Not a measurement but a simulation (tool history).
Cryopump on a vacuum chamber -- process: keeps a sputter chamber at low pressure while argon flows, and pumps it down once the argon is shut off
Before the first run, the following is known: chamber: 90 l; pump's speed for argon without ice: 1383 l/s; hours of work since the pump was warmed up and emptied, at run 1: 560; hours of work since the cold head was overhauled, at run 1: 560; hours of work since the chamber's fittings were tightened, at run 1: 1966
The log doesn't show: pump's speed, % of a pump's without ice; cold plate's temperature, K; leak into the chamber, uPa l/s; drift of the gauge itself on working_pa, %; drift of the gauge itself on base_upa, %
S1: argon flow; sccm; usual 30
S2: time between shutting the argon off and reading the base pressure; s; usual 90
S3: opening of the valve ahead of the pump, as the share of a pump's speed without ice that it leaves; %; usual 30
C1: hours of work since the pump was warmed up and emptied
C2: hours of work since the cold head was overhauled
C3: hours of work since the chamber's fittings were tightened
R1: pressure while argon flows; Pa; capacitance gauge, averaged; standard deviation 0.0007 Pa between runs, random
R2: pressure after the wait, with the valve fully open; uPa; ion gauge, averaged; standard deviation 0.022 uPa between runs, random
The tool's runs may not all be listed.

Run 1, hour 0.0: usual settings; C1 560; C2 560; C3 1966. Result: R1 0.1293 Pa, R2 1.40 uPa.
Run 2, hour 14.9: usual settings but S2 72 s; C1 572; C2 572; C3 1978. Result: R1 0.1298 Pa, R2 1.53 uPa.
Run 3, hour 30.5: usual settings but S3 17 %; C1 584; C2 584; C3 1990. Result: R1 0.2211 Pa, R2 1.44 uPa.
Run 4, hour 38.5: usual settings but S3 17 %; C1 591; C2 591; C3 1996. Result: R1 0.2239 Pa, R2 1.47 uPa.
Run 5, hour 48.6: usual settings but S3 15 %; C1 599; C2 599; C3 2004. Result: R1 0.2519 Pa, R2 1.41 uPa.
Run 6, hour 61.5: usual settings but S3 15 %; C1 609; C2 609; C3 2014. Result: R1 0.2522 Pa, R2 1.40 uPa.
Run 7, hour 76.0: usual settings but S3 38 %; C1 620; C2 620; C3 2026. Result: R1 0.1025 Pa, R2 1.41 uPa.
Run 8, hour 86.1: usual settings but S3 38 %; C1 628; C2 628; C3 2034. Result: R1 0.1039 Pa, R2 1.49 uPa.
Run 9, hour 95.1: usual settings but S3 38 %; C1 635; C2 635; C3 2041. Result: R1 0.1037 Pa, R2 1.45 uPa.
Run 10, hour 110.6: usual settings but S3 58 %; C1 647; C2 647; C3 2053. Result: R1 0.0698 Pa, R2 1.44 uPa.
Run 11, hour 126.0: usual settings but S3 58 %; C1 659; C2 659; C3 2065. Result: R1 0.0708 Pa, R2 1.47 uPa.
Run 12, hour 137.7: usual settings but S2 75 s; C1 668; C2 668; C3 2074. Result: R1 0.1289 Pa, R2 1.53 uPa.
Run 13, hour 145.8: usual settings but S2 75 s; C1 675; C2 675; C3 2081. Result: R1 0.1307 Pa, R2 1.54 uPa.
Run 14, hour 156.6: usual settings but S2 122 s; C1 683; C2 683; C3 2089. Result: R1 0.1291 Pa, R2 1.37 uPa.
Run 15, hour 170.2: usual settings but S2 122 s; C1 694; C2 694; C3 2100. Result: R1 0.1291 Pa, R2 1.37 uPa.
Run 16, hour 179.3: usual settings but S2 38 s; C1 701; C2 701; C3 2107. Result: R1 0.1296 Pa, R2 2.16 uPa.
Run 17, hour 193.1: usual settings but S2 38 s; C1 712; C2 712; C3 2118. Result: R1 0.1307 Pa, R2 2.09 uPa.
Run 18, hour 209.8: usual settings but S2 38 s; C1 725; C2 725; C3 2131. Result: R1 0.1308 Pa, R2 2.17 uPa.
Run 19, hour 219.9: usual settings but S1 22 sccm, S2 148 s; C1 733; C2 733; C3 2139. Result: R1 0.0950 Pa, R2 1.34 uPa.
Run 20, hour 235.6: usual settings but S1 22 sccm, S2 148 s, S3 18 %; C1 745; C2 745; C3 2151. Result: R1 0.1546 Pa, R2 1.35 uPa.
Run 21, hour 244.1: usual settings but S1 22 sccm, S2 148 s, S3 18 %; C1 752; C2 752; C3 2158. Result: R1 0.1546 Pa, R2 1.31 uPa.
Run 22, hour 259.1: usual settings but S1 34 sccm, S2 24 s; C1 764; C2 764; C3 2169. Result: R1 0.1482 Pa, R2 2.82 uPa.
Run 23, hour 277.1: usual settings but S1 18 sccm, S3 19 %; C1 778; C2 778; C3 2184. Result: R1 0.1214 Pa, R2 1.48 uPa.
Run 24, hour 289.8: usual settings but S3 53 %; C1 788; C2 788; C3 2194. Result: R1 0.0788 Pa, R2 1.54 uPa.
Run 25, hour 306.8: usual settings but S1 17 sccm, S2 126 s, S3 23 %; C1 801; C2 801; C3 2207. Result: R1 0.0956 Pa, R2 1.41 uPa.
Run 26, hour 322.5: usual settings but S1 26 sccm; C1 813; C2 813; C3 2219. Result: R1 0.1142 Pa, R2 1.49 uPa.
Run 27, hour 339.2: usual settings but S1 26 sccm; C1 826; C2 826; C3 2232. Result: R1 0.1144 Pa, R2 1.58 uPa.
Run 28, hour 353.2: usual settings but S1 26 sccm; C1 838; C2 838; C3 2243. Result: R1 0.1139 Pa, R2 1.58 uPa.
Run 29, hour 371.3: usual settings but S1 26 sccm; C1 852; C2 852; C3 2257. Result: R1 0.1136 Pa, R2 1.59 uPa.
Run 30, hour 381.6: usual settings but S2 36 s, S3 16 %; C1 860; C2 860; C3 2266. Result: R1 0.2391 Pa, R2 2.23 uPa.
Run 31, hour 392.6: usual settings but S2 36 s, S3 16 %; C1 868; C2 868; C3 2274. Result: R1 0.2397 Pa, R2 2.30 uPa.
Run 32, hour 406.0: usual settings but S2 36 s, S3 19 %; C1 879; C2 879; C3 2285. Result: R1 0.2018 Pa, R2 2.33 uPa.
Run 33, hour 417.3: usual settings but S2 36 s, S3 19 %; C1 888; C2 888; C3 2294. Result: R1 0.2024 Pa, R2 2.36 uPa.
Run 34, hour 433.5: usual settings but S1 18 sccm, S2 63 s, S3 33 %; C1 900; C2 900; C3 2306. Result: R1 0.0737 Pa, R2 1.86 uPa.
Run 35, hour 442.8: usual settings but S1 17 sccm, S2 63 s, S3 40 %; C1 908; C2 908; C3 2314. Result: R1 0.0582 Pa, R2 1.83 uPa.

Some steps in R1 between neighbouring runs. How much of each would the tool show without its hidden state too (settings, what came in, random variation), and how much is left for the hidden state, with any gauge scatter that isn't in both results?
Run 6 -> 7: S3 15 -> 38. R1 -0.1497 Pa: hidden state +0.0002, all else -0.1499.
Run 22 -> 23: S1 34 -> 18, S2 24 -> 90, S3 30 -> 19. R1 -0.0268 Pa: hidden state -0.0045, all else -0.0223.
Run 24 -> 25: S1 30 -> 17, S2 90 -> 126, S3 53 -> 23. R1 +0.0168 Pa: hidden state -0.0038, all else +0.0206.
Run 29 -> 30: S1 26 -> 30, S2 90 -> 36, S3 30 -> 16. R1 +0.1255 Pa: hidden state +0.0015, all else +0.1240.
Run 33 -> 34: S1 30 -> 18, S2 36 -> 63, S3 19 -> 33. R1 -0.1287 Pa: hidden state -0.0040, all else -0.1247.

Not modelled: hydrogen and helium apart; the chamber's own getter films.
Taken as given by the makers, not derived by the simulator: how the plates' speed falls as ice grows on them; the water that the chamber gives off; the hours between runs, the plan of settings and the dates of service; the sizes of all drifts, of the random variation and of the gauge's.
